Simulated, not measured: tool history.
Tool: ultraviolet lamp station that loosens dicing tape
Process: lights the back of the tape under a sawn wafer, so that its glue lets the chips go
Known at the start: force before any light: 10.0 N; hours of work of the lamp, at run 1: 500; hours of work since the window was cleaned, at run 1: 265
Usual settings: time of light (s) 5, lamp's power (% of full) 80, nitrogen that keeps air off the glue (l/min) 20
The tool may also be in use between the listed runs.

run,day,time of light (s),lamp's power (% of full),nitrogen that keeps air off the glue (l/min),hours of work of the lamp,hours of work since the window was cleaned,force that peels the tape off (N),light that reached the tape (J/m2)
1,0,5,80,20,500,265,1.459,3050
2,1.012,5,80,20,512,277,1.568,2990
3,1.562,5,80,20,519,284,1.535,3000
4,2.333,5,80,20,529,294,1.562,3000
5,2.825,5,80,20,535,300,1.544,2960
6,3.596,5,61,20,544,309,2.292,2230
7,4.371,5,65,33,554,319,1.803,2410
8,5.062,5,65,33,562,327,1.722,2360
9,6.129,3,80,17,575,340,3.475,1730
10,7.025,3,99,12,586,351,3.324,2130
11,8.029,3,99,12,599,364,3.264,2140
12,8.821,10,80,32,609,374,0.34,5720

4 ways to go on from here, each from the tool as it stands after run 12. What would each give?
A,9.283,6,80,26,614,379,?,?
B,9.283,6,76,32,614,379,?,?
C,9.283,2,72,20,614,379,?,?
D,9.283,3,68,18,614,379,?,?

run,force that peels the tape off (N),light that reached the tape (J/m2)
A,1.032,3400
B,1.008,3260
C,5.114,1050
D,4.049,1480
Without the tool's hidden state the same runs would have given:
run,force that peels the tape off (N),light that reached the tape (J/m2)
A,0.622,4350
B,0.605,4170
C,4.261,1340
D,3.168,1890
